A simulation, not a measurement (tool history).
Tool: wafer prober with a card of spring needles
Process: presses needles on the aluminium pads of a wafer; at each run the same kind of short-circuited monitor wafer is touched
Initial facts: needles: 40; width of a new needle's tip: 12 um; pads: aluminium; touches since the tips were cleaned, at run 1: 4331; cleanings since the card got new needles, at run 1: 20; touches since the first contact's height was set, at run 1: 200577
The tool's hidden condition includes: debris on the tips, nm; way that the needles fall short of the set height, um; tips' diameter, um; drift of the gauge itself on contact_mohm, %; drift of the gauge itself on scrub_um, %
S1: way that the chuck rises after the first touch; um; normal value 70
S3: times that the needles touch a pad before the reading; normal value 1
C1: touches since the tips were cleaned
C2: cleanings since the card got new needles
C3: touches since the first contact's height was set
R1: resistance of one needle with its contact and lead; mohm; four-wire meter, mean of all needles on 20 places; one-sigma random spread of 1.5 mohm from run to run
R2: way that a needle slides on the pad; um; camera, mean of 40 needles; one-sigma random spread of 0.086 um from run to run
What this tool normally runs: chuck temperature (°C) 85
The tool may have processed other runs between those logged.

Run 1, hour 0.0: usual settings; C1 4331; C2 20; C3 200577. Result: R1 147 mohm, R2 13.92 um.
At hour 28.2: tips cleaned on abrasive film.
Run 2, hour 41.2: usual settings; C1 1903; C2 21; C3 206584. Result: R1 147 mohm, R2 13.90 um.
At hour 86.3: tips cleaned on abrasive film.
Run 3, hour 90.4: usual settings but S3 3; C1 606; C2 22; C3 213773. Result: R1 148 mohm, R2 13.93 um.
Run 4, hour 134.0: usual settings but S3 3; C1 6981; C2 22; C3 220148. Result: R1 147 mohm, R2 13.85 um.
At hour 144.9: tips cleaned on abrasive film.
Run 5, hour 158.9: usual settings but S3 3; C1 2039; C2 23; C3 223774. Result: R1 150 mohm, R2 14.09 um.
Run 6, hour 195.9: usual settings; C1 7461; C2 23; C3 229196. Result: R1 150 mohm, R2 14.14 um.
At hour 203.9: tips cleaned on abrasive film.
Run 7, hour 243.2: usual settings but S3 2; C1 5747; C2 24; C3 236092. Result: R1 149 mohm, R2 14.01 um.
At hour 263.9: tips cleaned on abrasive film.
Run 8, hour 279.7: usual settings; C1 2301; C2 25; C3 241419. Result: R1 149 mohm, R2 13.94 um.
At hour 320.9: tips cleaned on abrasive film.
Run 9, hour 334.4: usual settings; C1 1975; C2 26; C3 249417. Result: R1 149 mohm, R2 14.05 um.
At hour 337.9: height of the first contact set anew.
Run 10, hour 374.4: usual settings; C1 7782; C2 26; C3 5350. Result: R1 146 mohm, R2 13.86 um.
At hour 378.3: tips cleaned on abrasive film.
Run 11, hour 406.3: usual settings; C1 4092; C2 27; C3 9997. Result: R1 148 mohm, R2 14.00 um.
At hour 434.9: tips cleaned on abrasive film.
Run 12, hour 435.6: usual settings; C1 103; C2 28; C3 14273. Result: R1 146 mohm, R2 13.86 um.
Run 13, hour 482.8: usual settings but S1 60 um; C1 6999; C2 28; C3 21169. Result: R1 150 mohm, R2 11.97 um.
At hour 493.5: tips cleaned on abrasive film.
Run 14, hour 530.4: usual settings but S1 60 um; C1 5400; C2 29; C3 28130. Result: R1 147 mohm, R2 11.82 um.
At hour 553.9: tips cleaned on abrasive film.
Run 15, hour 576.3: usual settings but S1 60 um; C1 3269; C2 30; C3 34823. Result: R1 150 mohm, R2 11.93 um.
Run 16, hour 602.3: usual settings but S1 60 um; C1 7073; C2 30; C3 38627. Result: R1 147 mohm, R2 11.98 um.
At hour 613.2: tips cleaned on abrasive film.
Run 17, hour 654.3: usual settings but S1 69 um, chuck temperature (°C) 41; C1 6010; C2 31; C3 46224. Result: R1 141 mohm, R2 13.77 um.
At hour 670.5: tips cleaned on abrasive film.
Run 18, hour 699.7: usual settings but S1 69 um, chuck temperature (°C) 41; C1 4267; C2 32; C3 52849. Result: R1 141 mohm, R2 13.76 um.
Run 19, hour 725.2: usual settings but S1 69 um, chuck temperature (°C) 41; C1 7999; C2 32; C3 56581. Result: R1 141 mohm, R2 13.74 um.
At hour 730.1: tips cleaned on abrasive film.
Run 20, hour 770.3: usual settings but S1 72 um, chuck temperature (°C) 41; C1 5876; C2 33; C3 63155. Result: R1 138 mohm, R2 14.34 um.
At hour 787.3: tips cleaned on abrasive film.
Run 21, hour 813.5: usual settings but S1 79 um, chuck temperature (°C) 66; C1 3835; C2 34; C3 69471. Result: R1 142 mohm, R2 15.71 um.
At hour 845.4: tips cleaned on abrasive film.
Run 22, hour 847.2: usual settings but S1 63 um, chuck temperature (°C) 28; C1 271; C2 35; C3 74388. Result: R1 136 mohm, R2 12.56 um.
Run 23, hour 894.8: usual settings but S1 79 um, chuck temperature (°C) 43; C1 7228; C2 35; C3 81345. Result: R1 140 mohm, R2 15.99 um.
At hour 903.9: tips cleaned on abrasive film.
Run 24, hour 943.9: usual settings but S1 79 um, chuck temperature (°C) 52, S3 2; C1 5849; C2 36; C3 88509. Result: R1 142 mohm, R2 15.78 um.
At hour 960.9: tips cleaned on abrasive film.
Run 25, hour 973.9: usual settings but S1 74 um, chuck temperature (°C) 52; C1 1912; C2 37; C3 92895. Result: R1 140 mohm, R2 14.80 um.
At hour 1019.2: tips cleaned on abrasive film.
Run 26, hour 1020.6: usual settings but S1 79 um, chuck temperature (°C) 52; C1 205; C2 38; C3 99703. Result: R1 142 mohm, R2 15.84 um.
Run 27, hour 1044.9: usual settings but S1 79 um, chuck temperature (°C) 52; C1 3767; C2 38; C3 103265. Result: R1 140 mohm, R2 15.89 um.
At hour 1079.3: tips cleaned on abrasive film.
Run 28, hour 1099.5: usual settings but S1 79 um, chuck temperature (°C) 52; C1 2956; C2 39; C3 111237. Result: R1 144 mohm, R2 15.83 um.
Run 29, hour 1126.4: usual settings but S1 79 um, chuck temperature (°C) 52; C1 6884; C2 39; C3 115165. Result: R1 144 mohm, R2 15.76 um.
At hour 1139.2: tips cleaned on abrasive film.
Run 30, hour 1172.4: usual settings but S1 79 um, chuck temperature (°C) 52; C1 4850; C2 40; C3 121885. Result: R1 143 mohm, R2 15.84 um.
At hour 1196.1: tips cleaned on abrasive film.
Run 31, hour 1198.6: usual settings but S1 79 um, chuck temperature (°C) 54; C1 360; C2 41; C3 125704. Result: R1 144 mohm, R2 15.89 um.
Run 32, hour 1240.5: usual settings but S1 79 um, chuck temperature (°C) 54; C1 6487; C2 41; C3 131831. Result: R1 143 mohm, R2 15.76 um.

Forecast each of these 5 alternatives for the next run:
At hour 1254.4: tips cleaned on abrasive film.
Run A, hour 1276.8: usual settings but S1 54 um, chuck temperature (°C) 54; C1 3275; C2 42; C3 137134. Result: R1 ?, R2 ?.
At hour 1254.4: tips cleaned on abrasive film.
Run B, hour 1276.8: usual settings but chuck temperature (°C) 32, S3 2; C1 3275; C2 42; C3 137134. Result: R1 ?, R2 ?.
At hour 1254.4: tips cleaned on abrasive film.
Run C, hour 1276.8: usual settings but S1 79 um, chuck temperature (°C) 63; C1 3275; C2 42; C3 137134. Result: R1 ?, R2 ?.
At hour 1254.4: tips cleaned on abrasive film.
Run D, hour 1276.8: usual settings but S1 68 um, chuck temperature (°C) 54; C1 3275; C2 42; C3 137134. Result: R1 ?, R2 ?.
At hour 1254.4: tips cleaned on abrasive film.
Run E, hour 1276.8: usual settings but S1 79 um, chuck temperature (°C) 54, S3 2; C1 3275; C2 42; C3 137134. Result: R1 ?, R2 ?.

run   R1     R2
  A  143  10.83
  B  141  13.86
  C  145  15.67
  D  141  13.54
  E  143  15.82
With the hidden condition removed and each run's random variation left untouched, the same runs would have given:
run   R1     R2
  A  142  10.83
  B  140  13.87
  C  145  15.68
  D  140  13.54
  E  143  15.83
